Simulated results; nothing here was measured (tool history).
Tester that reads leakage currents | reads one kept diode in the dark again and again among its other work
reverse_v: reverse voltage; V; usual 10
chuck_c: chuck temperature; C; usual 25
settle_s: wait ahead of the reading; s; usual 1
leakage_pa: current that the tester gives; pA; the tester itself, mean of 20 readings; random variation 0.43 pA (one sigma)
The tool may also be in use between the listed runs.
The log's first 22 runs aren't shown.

run,hour,reverse_v,chuck_c,settle_s,hours of work since the probe card was cleaned,hours of work since the tester was calibrated,hours of work since the chuck was calibrated,leakage_pa
23,1358.4,10,25,7.97,450,1847,1397,128.83
24,1415.9,10,25,1.08,476,1873,1423,129.39
25,1452.6,10,25,1.08,492,1889,1440,128.96
26,1508.4,10,25,4.23,517,1914,1465,128.7
27,1589.2,10,25,4.23,554,1951,1502,128.13
28,1647,10,25,4.23,580,1977,1528,128.32
29,1687.1,1.5,25,4.27,598,1995,1546,49.17
30,1772.9,15.8,52,3.27,637,2034,1585,1574.01
31,1862.6,1.5,20,0.36,677,2074,1625,30.84
32,1941.7,12.6,20,0.34,713,2110,1661,92.07
33,1982.3,12.6,20,0.34,732,2128,1679,92.3
34,2022.6,12.6,20,0.34,750,2146,1697,92.64
35,2099.7,12.6,20,0.34,785,2181,1732,92.91
36,2142.6,12.6,20,0.34,804,2201,1752,92.45
37,2211.6,18.6,50,0.34,835,2232,1783,1451.93
38,2281.6,18.6,50,0.34,867,2263,1814,1455.34
39,2367,12.4,31,3.39,905,2302,1853,241.44

Forecast each of these 3 alternatives for the next run:
A,2440.8,4.7,31,2.5,939,2335,1886,?
B,2440.8,10,25,0.98,939,2335,1886,?
C,2440.8,5.1,21,4.34,939,2335,1886,?

run,leakage_pa
A,147.17
B,126.95
C,61.87
Without the tool's hidden state the same runs would have given:
run,leakage_pa
A,167.48
B,142.65
C,69.74

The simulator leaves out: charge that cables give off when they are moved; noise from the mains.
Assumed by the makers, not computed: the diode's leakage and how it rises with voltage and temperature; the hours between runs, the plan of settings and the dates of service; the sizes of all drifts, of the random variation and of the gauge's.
